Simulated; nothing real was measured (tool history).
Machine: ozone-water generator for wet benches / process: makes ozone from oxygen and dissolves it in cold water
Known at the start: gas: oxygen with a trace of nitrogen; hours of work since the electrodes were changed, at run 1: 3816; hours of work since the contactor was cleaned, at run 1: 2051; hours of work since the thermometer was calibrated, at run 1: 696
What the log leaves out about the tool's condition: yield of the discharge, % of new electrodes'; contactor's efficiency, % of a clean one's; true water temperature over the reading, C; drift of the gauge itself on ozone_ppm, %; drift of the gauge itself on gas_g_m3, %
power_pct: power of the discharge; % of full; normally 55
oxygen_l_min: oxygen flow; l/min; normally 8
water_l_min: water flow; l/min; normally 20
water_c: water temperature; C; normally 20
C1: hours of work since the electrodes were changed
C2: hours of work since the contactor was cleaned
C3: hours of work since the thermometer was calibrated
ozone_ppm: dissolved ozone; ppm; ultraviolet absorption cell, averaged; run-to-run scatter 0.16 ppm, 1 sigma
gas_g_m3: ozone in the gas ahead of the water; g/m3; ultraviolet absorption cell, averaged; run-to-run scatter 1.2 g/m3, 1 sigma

Run 1, hour 0: usual settings; C1 3816; C2 2051; C3 696. Result: ozone_ppm 18.2 ppm, gas_g_m3 200.6 g/m3.
Run 2, hour 86.7: usual settings; C1 3892; C2 2127; C3 772. Result: ozone_ppm 18.3 ppm, gas_g_m3 202.4 g/m3.
Run 3, hour 156.1: usual settings; C1 3953; C2 2188; C3 833. Result: ozone_ppm 18.5 ppm, gas_g_m3 200.5 g/m3.
Run 4, hour 216.8: usual settings; C1 4006; C2 2241; C3 886. Result: ozone_ppm 18.3 ppm, gas_g_m3 203.1 g/m3.
Run 5, hour 341.2: usual settings; C1 4115; C2 2350; C3 995. Result: ozone_ppm 18.6 ppm, gas_g_m3 200.1 g/m3.
Run 6, hour 474.9: usual settings; C1 4232; C2 2467; C3 1112. Result: ozone_ppm 18.2 ppm, gas_g_m3 202.2 g/m3.
Run 7, hour 590.1: usual settings; C1 4333; C2 2568; C3 1213. Result: ozone_ppm 17.8 ppm, gas_g_m3 198.9 g/m3.
Run 8, hour 651.3: usual settings; C1 4387; C2 2622; C3 1267. Result: ozone_ppm 17.8 ppm, gas_g_m3 201.9 g/m3.
Run 9, hour 737: usual settings; C1 4462; C2 2697; C3 1342. Result: ozone_ppm 17.9 ppm, gas_g_m3 200 g/m3.
Run 10, hour 837: usual settings but power_pct 65 % of full; C1 4549; C2 2784; C3 1429. Result: ozone_ppm 20.5 ppm, gas_g_m3 229.5 g/m3.
Run 11, hour 906.7: usual settings but power_pct 65 % of full; C1 4610; C2 2845; C3 1490. Result: ozone_ppm 20.7 ppm, gas_g_m3 229.4 g/m3.
Run 12, hour 1008.9: usual settings but power_pct 65 % of full; C1 4700; C2 2935; C3 1580. Result: ozone_ppm 20.2 ppm, gas_g_m3 229.1 g/m3.
Run 13, hour 1084: usual settings but power_pct 65 % of full; C1 4766; C2 3000; C3 1646. Result: ozone_ppm 20.2 ppm, gas_g_m3 231.1 g/m3.
Run 14, hour 1213.5: usual settings but power_pct 97 % of full; C1 4879; C2 3114; C3 1759. Result: ozone_ppm 27.5 ppm, gas_g_m3 314.8 g/m3.
Run 15, hour 1340.4: usual settings but power_pct 97 % of full; C1 4990; C2 3225; C3 1870. Result: ozone_ppm 27.7 ppm, gas_g_m3 317.8 g/m3.
At hour 1353: water thermometer calibrated.
Run 16, hour 1421.5: usual settings but power_pct 97 % of full; C1 5061; C2 3296; C3 60. Result: ozone_ppm 27.7 ppm, gas_g_m3 319.6 g/m3.
Run 17, hour 1497.2: usual settings; C1 5127; C2 3362; C3 126. Result: ozone_ppm 17.1 ppm, gas_g_m3 197.5 g/m3.
Run 18, hour 1567.9: usual settings but power_pct 72 % of full, oxygen_l_min 14.38 l/min, water_l_min 22 l/min; C1 5189; C2 3424; C3 188. Result: ozone_ppm 18 ppm, gas_g_m3 173.4 g/m3.
At hour 1650.6: water thermometer calibrated, once more.
Run 19, hour 1679.9: usual settings but power_pct 72 % of full, oxygen_l_min 14.38 l/min, water_l_min 22 l/min, water_c 21 C; C1 5287; C2 3521; C3 26. Result: ozone_ppm 17.7 ppm, gas_g_m3 174.5 g/m3.
Run 20, hour 1772.7: usual settings but power_pct 64 % of full, water_l_min 29 l/min; C1 5368; C2 3603; C3 107. Result: ozone_ppm 15 ppm, gas_g_m3 221.4 g/m3.
Run 21, hour 1888.4: usual settings but water_l_min 13 l/min, water_c 26 C; C1 5469; C2 3704; C3 208. Result: ozone_ppm 19.3 ppm, gas_g_m3 195.3 g/m3.
Run 22, hour 2018.4: usual settings but water_l_min 13 l/min, water_c 23 C; C1 5583; C2 3818; C3 322. Result: ozone_ppm 20.9 ppm, gas_g_m3 197.2 g/m3.
Run 23, hour 2083.9: usual settings but power_pct 54 % of full, oxygen_l_min 4.35 l/min, water_l_min 14 l/min, water_c 18 C; C1 5640; C2 3875; C3 379. Result: ozone_ppm 23.7 ppm, gas_g_m3 274.5 g/m3.
Run 24, hour 2178.6: usual settings but power_pct 54 % of full, oxygen_l_min 4.35 l/min, water_l_min 14 l/min, water_c 18 C; C1 5723; C2 3958; C3 462. Result: ozone_ppm 24.1 ppm, gas_g_m3 273.3 g/m3.
Run 25, hour 2286.4: usual settings but power_pct 54 % of full, oxygen_l_min 4.35 l/min, water_l_min 14 l/min, water_c 18 C; C1 5818; C2 4053; C3 557. Result: ozone_ppm 23.8 ppm, gas_g_m3 273.8 g/m3.
Run 26, hour 2390.2: usual settings but power_pct 59 % of full, oxygen_l_min 6.63 l/min, water_l_min 14 l/min, water_c 24 C; C1 5909; C2 4143; C3 648. Result: ozone_ppm 21.3 ppm, gas_g_m3 231.1 g/m3.
Run 27, hour 2507.4: usual settings but power_pct 96 % of full, oxygen_l_min 11.13 l/min, water_l_min 17 l/min, water_c 28 C; C1 6011; C2 4246; C3 750. Result: ozone_ppm 22.8 ppm, gas_g_m3 253.1 g/m3.
Run 28, hour 2608.9: usual settings but power_pct 69 % of full, water_l_min 24 l/min, water_c 12 C; C1 6100; C2 4335; C3 839. Result: ozone_ppm 19.9 ppm, gas_g_m3 236.6 g/m3.
Run 29, hour 2719.9: usual settings but power_pct 69 % of full, water_l_min 24 l/min, water_c 12 C; C1 6197; C2 4432; C3 936. Result: ozone_ppm 20.2 ppm, gas_g_m3 233.3 g/m3.
Run 30, hour 2803.1: usual settings but power_pct 59 % of full, water_c 12 C; C1 6270; C2 4505; C3 1009. Result: ozone_ppm 20.1 ppm, gas_g_m3 205.6 g/m3.
Run 31, hour 2860.6: usual settings but power_pct 41 % of full, oxygen_l_min 6.42 l/min, water_l_min 13 l/min, water_c 14 C; C1 6321; C2 4555; C3 1060. Result: ozone_ppm 20 ppm, gas_g_m3 176.7 g/m3.
Run 32, hour 2980.7: usual settings but power_pct 41 % of full, oxygen_l_min 6.1 l/min, water_l_min 13 l/min, water_c 21 C; C1 6426; C2 4661; C3 1165. Result: ozone_ppm 17.5 ppm, gas_g_m3 180.7 g/m3.
Run 33, hour 3110.4: usual settings but power_pct 75 % of full, oxygen_l_min 6.69 l/min, water_l_min 13 l/min, water_c 21 C; C1 6539; C2 4774; C3 1278. Result: ozone_ppm 28.1 ppm, gas_g_m3 274.5 g/m3.

3 ways to go on from here, each from the tool as it stands after run 33. What would each give?
Run A, hour 3218.2: usual settings but power_pct 54 % of full, oxygen_l_min 8.91 l/min, water_l_min 19 l/min; C1 6634; C2 4869; C3 1373. Result: ozone_ppm ?, gas_g_m3 ?.
Run B, hour 3218.2: usual settings but power_pct 69 % of full, oxygen_l_min 5.44 l/min; C1 6634; C2 4869; C3 1373. Result: ozone_ppm ?, gas_g_m3 ?.
Run C, hour 3218.2: usual settings but power_pct 82 % of full, oxygen_l_min 6.69 l/min, water_l_min 26 l/min, water_c 21 C; C1 6634; C2 4869; C3 1373. Result: ozone_ppm ?, gas_g_m3 ?.

run  ozone_ppm  gas_g_m3
  A       16.7     180.6
  B       20.2       289
  C         19     296.8
Without the tool's unlogged condition, the same runs would have read:
run  ozone_ppm  gas_g_m3
  A       20.4     195.2
  B       25.3       319
  C       24.2     332.5
